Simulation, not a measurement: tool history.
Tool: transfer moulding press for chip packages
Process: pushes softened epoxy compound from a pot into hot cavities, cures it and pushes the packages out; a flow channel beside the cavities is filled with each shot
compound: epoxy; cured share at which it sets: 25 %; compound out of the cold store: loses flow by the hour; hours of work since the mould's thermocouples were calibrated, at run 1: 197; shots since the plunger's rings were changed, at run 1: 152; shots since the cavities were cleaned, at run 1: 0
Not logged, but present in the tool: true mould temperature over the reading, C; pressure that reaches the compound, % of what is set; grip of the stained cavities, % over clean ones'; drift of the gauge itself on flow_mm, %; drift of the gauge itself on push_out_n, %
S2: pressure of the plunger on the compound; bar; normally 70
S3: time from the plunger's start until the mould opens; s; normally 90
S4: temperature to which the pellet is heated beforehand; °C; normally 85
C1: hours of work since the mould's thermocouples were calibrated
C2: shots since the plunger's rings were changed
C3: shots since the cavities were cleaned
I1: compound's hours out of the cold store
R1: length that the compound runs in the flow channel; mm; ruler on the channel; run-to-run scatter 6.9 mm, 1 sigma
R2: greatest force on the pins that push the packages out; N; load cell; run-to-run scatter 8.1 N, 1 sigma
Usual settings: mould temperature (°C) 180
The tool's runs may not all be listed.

{"run": 1, "hour": 0.0, "mould temperature (°C)": 180, "S2": 70, "S3": 90, "S4": 85, "C1": 197, "C2": 152, "C3": 0, "I1": 37.5, "R1": 891, "R2": 358}
{"hour": 28.9, "done": "cavities cleaned with cleaning compound and waxed"}
{"hour": 56.9, "done": "cavities cleaned with cleaning compound and waxed"}
{"run": 2, "hour": 56.9, "mould temperature (°C)": 180, "S2": 70, "S3": 90, "S4": 85, "C1": 240, "C2": 1043, "C3": 0, "I1": 37.6, "R1": 875, "R2": 344}
{"hour": 87.1, "done": "cavities cleaned with cleaning compound and waxed"}
{"run": 3, "hour": 96.3, "mould temperature (°C)": 180, "S2": 70, "S3": 90, "S4": 85, "C1": 270, "C2": 1669, "C3": 151, "I1": 46.3, "R1": 835, "R2": 464}
{"hour": 117.3, "done": "cavities cleaned with cleaning compound and waxed"}
{"hour": 148.2, "done": "cavities cleaned with cleaning compound and waxed"}
{"run": 4, "hour": 149.7, "mould temperature (°C)": 180, "S2": 70, "S3": 90, "S4": 85, "C1": 310, "C2": 2502, "C3": 25, "I1": 15.9, "R1": 908, "R2": 380}
{"hour": 176.4, "done": "cavities cleaned with cleaning compound and waxed"}
{"run": 5, "hour": 187.4, "mould temperature (°C)": 180, "S2": 70, "S3": 90, "S4": 85, "C1": 339, "C2": 3100, "C3": 182, "I1": 27.3, "R1": 865, "R2": 484}
{"hour": 204.7, "done": "cavities cleaned with cleaning compound and waxed"}
{"run": 6, "hour": 217.5, "mould temperature (°C)": 180, "S2": 70, "S3": 90, "S4": 85, "C1": 362, "C2": 3573, "C3": 211, "I1": 20.5, "R1": 880, "R2": 496}
{"hour": 235.5, "done": "plunger's sealing rings changed"}
{"hour": 237.0, "done": "cavities cleaned with cleaning compound and waxed"}
{"hour": 255.0, "done": "cavities cleaned with cleaning compound and waxed, once more"}
{"run": 7, "hour": 274.6, "mould temperature (°C)": 180, "S2": 73.8, "S3": 90, "S4": 85, "C1": 403, "C2": 597, "C3": 324, "I1": 29.2, "R1": 931, "R2": 537}
{"hour": 284.6, "done": "cavities cleaned with cleaning compound and waxed"}
{"run": 8, "hour": 308.5, "mould temperature (°C)": 180, "S2": 70, "S3": 90, "S4": 85, "C1": 428, "C2": 1132, "C3": 394, "I1": 26.2, "R1": 913, "R2": 546}
{"hour": 313.9, "done": "cavities cleaned with cleaning compound and waxed"}
{"hour": 341.5, "done": "cavities cleaned with cleaning compound and waxed"}
{"run": 9, "hour": 343.3, "mould temperature (°C)": 180, "S2": 70, "S3": 90, "S4": 85, "C1": 454, "C2": 1659, "C3": 31, "I1": 38.5, "R1": 862, "R2": 372}
{"hour": 369.2, "done": "cavities cleaned with cleaning compound and waxed"}
{"run": 10, "hour": 385.3, "mould temperature (°C)": 180, "S2": 70, "S3": 90, "S4": 85, "C1": 486, "C2": 2327, "C3": 266, "I1": 35.7, "R1": 858, "R2": 520}
{"hour": 397.4, "done": "cavities cleaned with cleaning compound and waxed"}
{"hour": 425.6, "done": "cavities cleaned with cleaning compound and waxed"}
{"run": 11, "hour": 440.0, "mould temperature (°C)": 183, "S2": 70, "S3": 90, "S4": 85, "C1": 527, "C2": 3181, "C3": 238, "I1": 13.2, "R1": 891, "R2": 482}
{"hour": 453.7, "done": "cavities cleaned with cleaning compound and waxed"}
{"hour": 474.6, "done": "mould's thermocouples calibrated"}
{"hour": 482.4, "done": "cavities cleaned with cleaning compound and waxed"}
{"run": 12, "hour": 482.4, "mould temperature (°C)": 180, "S2": 70, "S3": 90, "S4": 86, "C1": 5, "C2": 3800, "C3": 0, "I1": 30.8, "R1": 858, "R2": 363}
{"hour": 488.9, "done": "plunger's sealing rings changed"}
{"hour": 513.7, "done": "cavities cleaned with cleaning compound and waxed"}
{"run": 13, "hour": 517.0, "mould temperature (°C)": 180, "S2": 70, "S3": 99, "S4": 85, "C1": 29, "C2": 439, "C3": 55, "I1": 20.2, "R1": 945, "R2": 371}
{"hour": 540.6, "done": "cavities cleaned with cleaning compound and waxed"}
{"hour": 569.5, "done": "cavities cleaned with cleaning compound and waxed"}
{"run": 14, "hour": 569.5, "mould temperature (°C)": 188, "S2": 58.8, "S3": 92, "S4": 76, "C1": 69, "C2": 1257, "C3": 0, "I1": 27.4, "R1": 802, "R2": 308}
{"hour": 597.6, "done": "cavities cleaned with cleaning compound and waxed"}
{"run": 15, "hour": 603.7, "mould temperature (°C)": 176, "S2": 70, "S3": 104, "S4": 85, "C1": 95, "C2": 1798, "C3": 101, "I1": 12.9, "R1": 960, "R2": 425}
{"hour": 624.4, "done": "cavities cleaned with cleaning compound and waxed"}
{"hour": 651.4, "done": "cavities cleaned with cleaning compound and waxed"}
{"run": 16, "hour": 655.8, "mould temperature (°C)": 176, "S2": 70, "S3": 104, "S4": 85, "C1": 134, "C2": 2609, "C3": 73, "I1": 22.2, "R1": 908, "R2": 411}
{"hour": 681.2, "done": "cavities cleaned with cleaning compound and waxed"}
{"run": 17, "hour": 691.8, "mould temperature (°C)": 176, "S2": 70, "S3": 104, "S4": 85, "C1": 161, "C2": 3179, "C3": 175, "I1": 21.4, "R1": 910, "R2": 457}
{"hour": 707.9, "done": "cavities cleaned with cleaning compound and waxed"}
{"run": 18, "hour": 716.3, "mould temperature (°C)": 176, "S2": 70, "S3": 104, "S4": 85, "C1": 179, "C2": 3558, "C3": 137, "I1": 22.6, "R1": 898, "R2": 435}
{"hour": 736.7, "done": "plunger's sealing rings changed"}
{"hour": 738.2, "done": "cavities cleaned with cleaning compound and waxed"}
{"run": 19, "hour": 746.4, "mould temperature (°C)": 176, "S2": 70, "S3": 104, "S4": 89, "C1": 200, "C2": 136, "C3": 136, "I1": 32.1, "R1": 922, "R2": 421}
{"hour": 768.9, "done": "cavities cleaned with cleaning compound and waxed"}
{"run": 20, "hour": 770.1, "mould temperature (°C)": 176, "S2": 80.9, "S3": 104, "S4": 89, "C1": 218, "C2": 503, "C3": 20, "I1": 37.8, "R1": 968, "R2": 385}
{"hour": 795.7, "done": "cavities cleaned with cleaning compound and waxed"}
{"run": 21, "hour": 806.6, "mould temperature (°C)": 180, "S2": 68.5, "S3": 75, "S4": 89, "C1": 246, "C2": 1081, "C3": 180, "I1": 28.1, "R1": 892, "R2": 602}
{"hour": 824.9, "done": "cavities cleaned with cleaning compound and waxed"}
{"run": 22, "hour": 836.3, "mould temperature (°C)": 180, "S2": 70, "S3": 84, "S4": 85, "C1": 268, "C2": 1547, "C3": 187, "I1": 11.6, "R1": 943, "R2": 523}
{"hour": 854.4, "done": "cavities cleaned with cleaning compound and waxed"}
{"run": 23, "hour": 869.6, "mould temperature (°C)": 183, "S2": 70, "S3": 86, "S4": 85, "C1": 293, "C2": 2073, "C3": 252, "I1": 24.1, "R1": 884, "R2": 484}
{"hour": 882.4, "done": "cavities cleaned with cleaning compound and waxed"}
{"run": 24, "hour": 903.5, "mould temperature (°C)": 183, "S2": 64.9, "S3": 86, "S4": 85, "C1": 319, "C2": 2608, "C3": 348, "I1": 11.2, "R1": 870, "R2": 511}

Entry by entry between the runs, the difference in hidden state between the last listed run before and the first listed run after:
In the gap between runs 1 and 2: cavities cleaned with cleaning compound and waxed (hour 28.9); cavities cleaned with cleaning compound and waxed (hour 56.9)
  true mould temperature over the reading, C: 0.04 -> 0.12; pressure that reaches the compound, % of what is set: 98.71 -> 95.02; grip of the stained cavities, % over clean ones': 0.6 -> 1.1
  the result without the hidden state subtracted from the measured one, R1: -6 -> -23 mm; R2: +2 -> +2 N
In the gap between runs 2 and 3: cavities cleaned with cleaning compound and waxed (hour 87.1)
  true mould temperature over the reading, C: 0.12 -> 0.17; pressure that reaches the compound, % of what is set: 95.02 -> 92.59; grip of the stained cavities, % over clean ones': 1.1 -> 31.2
  the result without the hidden state subtracted from the measured one, R1: -23 -> -33 mm; R2: +2 -> +108 N
In the gap between runs 3 and 4: cavities cleaned with cleaning compound and waxed (hour 117.3); cavities cleaned with cleaning compound and waxed (hour 148.2)
  true mould temperature over the reading, C: 0.17 -> 0.23; pressure that reaches the compound, % of what is set: 92.59 -> 89.3; grip of the stained cavities, % over clean ones': 31.2 -> 8
  the result without the hidden state subtracted from the measured one, R1: -33 -> -54 mm; R2: +108 -> +26 N
In the gap between runs 4 and 5: cavities cleaned with cleaning compound and waxed (hour 176.4)
  true mould temperature over the reading, C: 0.23 -> 0.28; pressure that reaches the compound, % of what is set: 89.3 -> 86.8; grip of the stained cavities, % over clean ones': 8 -> 35
  the result without the hidden state subtracted from the measured one, R1: -54 -> -64 mm; R2: +26 -> +123 N
In the gap between runs 5 and 6: cavities cleaned with cleaning compound and waxed (hour 204.7)
  true mould temperature over the reading, C: 0.28 -> 0.32; pressure that reaches the compound, % of what is set: 86.8 -> 84.94; grip of the stained cavities, % over clean ones': 35 -> 34.6
  the result without the hidden state subtracted from the measured one, R1: -64 -> -76 mm; R2: +123 -> +123 N
In the gap between runs 6 and 7: plunger's sealing rings changed (hour 235.5); cavities cleaned with cleaning compound and waxed (hour 237); cavities cleaned with cleaning compound and waxed, once more (hour 255)
  true mould temperature over the reading, C: 0.32 -> 0.4; pressure that reaches the compound, % of what is set: 84.94 -> 97.45; grip of the stained cavities, % over clean ones': 34.6 -> 50.8
  the result without the hidden state subtracted from the measured one, R1: -76 -> -13 mm; R2: +123 -> +176 N
In the gap between runs 7 and 8: cavities cleaned with cleaning compound and waxed (hour 284.6)
  true mould temperature over the reading, C: 0.4 -> 0.44; pressure that reaches the compound, % of what is set: 97.45 -> 95.21; grip of the stained cavities, % over clean ones': 50.8 -> 61.7
  the result without the hidden state subtracted from the measured one, R1: -13 -> -24 mm; R2: +176 -> +205 N
In the gap between runs 8 and 9: cavities cleaned with cleaning compound and waxed (hour 313.9); cavities cleaned with cleaning compound and waxed (hour 341.5)
  true mould temperature over the reading, C: 0.44 -> 0.48; pressure that reaches the compound, % of what is set: 95.21 -> 93.13; grip of the stained cavities, % over clean ones': 61.7 -> 9.4
  the result without the hidden state subtracted from the measured one, R1: -24 -> -32 mm; R2: +205 -> +27 N
In the gap between runs 9 and 10: cavities cleaned with cleaning compound and waxed (hour 369.2)
  true mould temperature over the reading, C: 0.48 -> 0.54; pressure that reaches the compound, % of what is set: 93.13 -> 90.39; grip of the stained cavities, % over clean ones': 9.4 -> 44.4
  the result without the hidden state subtracted from the measured one, R1: -32 -> -46 mm; R2: +27 -> +153 N
In the gap between runs 10 and 11: cavities cleaned with cleaning compound and waxed (hour 397.4); cavities cleaned with cleaning compound and waxed (hour 425.6)
  true mould temperature over the reading, C: 0.54 -> 0.61; pressure that reaches the compound, % of what is set: 90.39 -> 87.13; grip of the stained cavities, % over clean ones': 44.4 -> 42.4
  the result without the hidden state subtracted from the measured one, R1: -46 -> -66 mm; R2: +153 -> +139 N
In the gap between runs 11 and 12: cavities cleaned with cleaning compound and waxed (hour 453.7); mould's thermocouples calibrated (hour 474.6); cavities cleaned with cleaning compound and waxed (hour 482.4)
  true mould temperature over the reading, C: 0.61 -> 0.07; pressure that reaches the compound, % of what is set: 87.13 -> 84.49; grip of the stained cavities, % over clean ones': 42.4 -> 0.2
  the result without the hidden state subtracted from the measured one, R1: -66 -> -76 mm; R2: +139 -> +0 N
In the gap between runs 12 and 13: plunger's sealing rings changed (hour 488.9); cavities cleaned with cleaning compound and waxed (hour 513.7)
  true mould temperature over the reading, C: 0.07 -> 0.11; pressure that reaches the compound, % of what is set: 84.49 -> 98.39; grip of the stained cavities, % over clean ones': 0.2 -> 11.8
  the result without the hidden state subtracted from the measured one, R1: -76 -> -8 mm; R2: +0 -> +38 N
In the gap between runs 13 and 14: cavities cleaned with cleaning compound and waxed (hour 540.6); cavities cleaned with cleaning compound and waxed (hour 569.5)
  true mould temperature over the reading, C: 0.11 -> 0.18; pressure that reaches the compound, % of what is set: 98.39 -> 95.03; grip of the stained cavities, % over clean ones': 11.8 -> 0.8
  the result without the hidden state subtracted from the measured one, R1: -8 -> -21 mm; R2: +38 -> +2 N
In the gap between runs 14 and 15: cavities cleaned with cleaning compound and waxed (hour 597.6)
  true mould temperature over the reading, C: 0.18 -> 0.23; pressure that reaches the compound, % of what is set: 95.03 -> 92.84; grip of the stained cavities, % over clean ones': 0.8 -> 22.1
  the result without the hidden state subtracted from the measured one, R1: -21 -> -37 mm; R2: +2 -> +73 N
In the gap between runs 15 and 16: cavities cleaned with cleaning compound and waxed (hour 624.4); cavities cleaned with cleaning compound and waxed (hour 651.4)
  true mould temperature over the reading, C: 0.23 -> 0.3; pressure that reaches the compound, % of what is set: 92.84 -> 89.82; grip of the stained cavities, % over clean ones': 22.1 -> 16.9
  the result without the hidden state subtracted from the measured one, R1: -37 -> -51 mm; R2: +73 -> +57 N
In the gap between runs 16 and 17: cavities cleaned with cleaning compound and waxed (hour 681.2)
  true mould temperature over the reading, C: 0.3 -> 0.35; pressure that reaches the compound, % of what is set: 89.82 -> 87.56; grip of the stained cavities, % over clean ones': 16.9 -> 30.1
  the result without the hidden state subtracted from the measured one, R1: -51 -> -63 mm; R2: +57 -> +104 N
In the gap between runs 17 and 18: cavities cleaned with cleaning compound and waxed (hour 707.9)
  true mould temperature over the reading, C: 0.35 -> 0.38; pressure that reaches the compound, % of what is set: 87.56 -> 86.01; grip of the stained cavities, % over clean ones': 30.1 -> 24.4
  the result without the hidden state subtracted from the measured one, R1: -63 -> -72 mm; R2: +104 -> +81 N
In the gap between runs 18 and 19: plunger's sealing rings changed (hour 736.7); cavities cleaned with cleaning compound and waxed (hour 738.2)
  true mould temperature over the reading, C: 0.38 -> 0.41; pressure that reaches the compound, % of what is set: 86.01 -> 99.24; grip of the stained cavities, % over clean ones': 24.4 -> 21.8
  the result without the hidden state subtracted from the measured one, R1: -72 -> -5 mm; R2: +81 -> +71 N
In the gap between runs 19 and 20: cavities cleaned with cleaning compound and waxed (hour 768.9)
  true mould temperature over the reading, C: 0.41 -> 0.44; pressure that reaches the compound, % of what is set: 99.24 -> 97.7; grip of the stained cavities, % over clean ones': 21.8 -> 8.3
  the result without the hidden state subtracted from the measured one, R1: -5 -> -13 mm; R2: +71 -> +25 N
In the gap between runs 20 and 21: cavities cleaned with cleaning compound and waxed (hour 795.7)
  true mould temperature over the reading, C: 0.44 -> 0.49; pressure that reaches the compound, % of what is set: 97.7 -> 95.59; grip of the stained cavities, % over clean ones': 8.3 -> 34
  the result without the hidden state subtracted from the measured one, R1: -13 -> -22 mm; R2: +25 -> +140 N
In the gap between runs 21 and 22: cavities cleaned with cleaning compound and waxed (hour 824.9)
  true mould temperature over the reading, C: 0.49 -> 0.54; pressure that reaches the compound, % of what is set: 95.59 -> 93.61; grip of the stained cavities, % over clean ones': 34 -> 33.3
  the result without the hidden state subtracted from the measured one, R1: -22 -> -34 mm; R2: +140 -> +120 N
In the gap between runs 22 and 23: cavities cleaned with cleaning compound and waxed (hour 854.4)
  true mould temperature over the reading, C: 0.54 -> 0.58; pressure that reaches the compound, % of what is set: 93.61 -> 91.43; grip of the stained cavities, % over clean ones': 33.3 -> 43.9
  the result without the hidden state subtracted from the measured one, R1: -34 -> -42 mm; R2: +120 -> +142 N
In the gap between runs 23 and 24: cavities cleaned with cleaning compound and waxed (hour 882.4)
  true mould temperature over the reading, C: 0.58 -> 0.63; pressure that reaches the compound, % of what is set: 91.43 -> 89.38; grip of the stained cavities, % over clean ones': 43.9 -> 51.9
  the result without the hidden state subtracted from the measured one, R1: -42 -> -52 mm; R2: +142 -> +169 N
